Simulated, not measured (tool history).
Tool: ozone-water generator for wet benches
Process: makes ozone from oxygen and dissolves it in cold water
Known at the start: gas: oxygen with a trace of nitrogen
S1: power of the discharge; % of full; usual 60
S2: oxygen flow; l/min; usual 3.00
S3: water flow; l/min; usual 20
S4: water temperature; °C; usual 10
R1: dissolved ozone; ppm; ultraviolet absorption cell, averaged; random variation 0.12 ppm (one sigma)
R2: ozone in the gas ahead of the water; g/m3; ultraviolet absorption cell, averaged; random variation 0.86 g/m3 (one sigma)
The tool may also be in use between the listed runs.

| run | hour | S1 | S2 | S3 | S4 | R1 | R2 |
|---|---|---|---|---|---|---|---|
| 1 | 0.0 | 60 | 3.00 | 20 | 10 | 10.8 | 139.2 |
| 2 | 39.7 | 60 | 3.00 | 20 | 10 | 10.9 | 139.8 |
|  | 52.5 | water thermometer calibrated |
| 3 | 65.3 | 60 | 3.00 | 20 | 10 | 10.9 | 138.8 |
| 4 | 94.7 | 60 | 3.00 | 20 | 10 | 10.8 | 139.2 |
| 5 | 118.5 | 60 | 3.00 | 20 | 10 | 10.9 | 139.4 |
| 6 | 140.8 | 60 | 3.00 | 20 | 10 | 11.1 | 140.7 |
| 7 | 171.2 | 54 | 3.00 | 20 | 10 | 10.1 | 128.3 |
|  | 197.6 | contactor cleaned |
| 8 | 215.3 | 54 | 3.00 | 20 | 10 | 9.9 | 128.3 |
| 9 | 250.8 | 54 | 3.00 | 20 | 10 | 10.1 | 126.7 |
| 10 | 288.9 | 60 | 3.00 | 20 | 10 | 11.0 | 140.5 |
| 11 | 315.9 | 60 | 3.00 | 20 | 10 | 10.9 | 140.0 |
| 12 | 349.8 | 60 | 3.00 | 20 | 10 | 10.9 | 139.3 |
| 13 | 370.8 | 60 | 3.74 | 20 | 10 | 11.4 | 123.7 |
| 14 | 396.0 | 60 | 3.74 | 20 | 10 | 11.3 | 122.2 |
| 15 | 424.5 | 60 | 3.74 | 20 | 10 | 11.2 | 124.3 |
| 16 | 449.3 | 60 | 3.74 | 20 | 10 | 11.3 | 123.9 |
| 17 | 485.9 | 60 | 3.74 | 20 | 10 | 11.2 | 123.7 |
| 18 | 504.9 | 60 | 3.74 | 20 | 10 | 11.2 | 122.4 |
| 19 | 537.9 | 60 | 3.74 | 20 | 10 | 11.2 | 122.6 |
| 20 | 577.1 | 60 | 3.74 | 21 | 10 | 10.8 | 123.1 |
| 21 | 612.9 | 48 | 4.10 | 21 | 6 | 9.2 | 97.4 |
| 22 | 631.8 | 60 | 3.00 | 20 | 17 | 10.0 | 139.0 |
| 23 | 652.1 | 60 | 4.43 | 14 | 10 | 16.0 | 111.7 |
| 24 | 669.9 | 60 | 1.86 | 15 | 8 | 13.9 | 183.4 |
| 25 | 691.2 | 60 | 3.00 | 20 | 7 | 11.4 | 140.2 |
| 26 | 718.3 | 99 | 3.00 | 21 | 9 | 16.4 | 215.4 |
| 27 | 739.7 | 91 | 5.09 | 20 | 10 | 16.4 | 147.8 |
| 28 | 778.7 | 91 | 5.09 | 20 | 10 | 16.4 | 147.7 |
| 29 | 815.2 | 99 | 2.45 | 16 | 10 | 20.8 | 243.8 |
| 30 | 855.6 | 60 | 2.02 | 29 | 10 | 6.5 | 175.4 |
| 31 | 887.1 | 60 | 3.00 | 24 | 6 | 9.4 | 138.2 |
| 32 | 919.6 | 60 | 3.00 | 24 | 6 | 9.4 | 140.2 |
| 33 | 958.9 | 75 | 3.00 | 24 | 15 | 10.5 | 169.4 |
| 34 | 996.5 | 75 | 3.00 | 24 | 15 | 10.5 | 170.4 |

3 ways to go on from here, each from the tool as it stands after run 34. What would each give?
| A | 1018.0 | 41 | 3.57 | 18 | 15 | ? | ? |
| B | 1018.0 | 60 | 2.42 | 27 | 10 | ? | ? |
| C | 1018.0 | 41 | 1.60 | 20 | 6 | ? | ? |

| run | R1 | R2 |
|---|---|---|
| A | 8.4 | 91.4 |
| B | 7.5 | 154.7 |
| C | 6.9 | 143.8 |
Without the tool's hidden state the same runs would have given:
| run | R1 | R2 |
|---|---|---|
| A | 8.5 | 91.4 |
| B | 7.5 | 154.8 |
| C | 6.9 | 143.8 |

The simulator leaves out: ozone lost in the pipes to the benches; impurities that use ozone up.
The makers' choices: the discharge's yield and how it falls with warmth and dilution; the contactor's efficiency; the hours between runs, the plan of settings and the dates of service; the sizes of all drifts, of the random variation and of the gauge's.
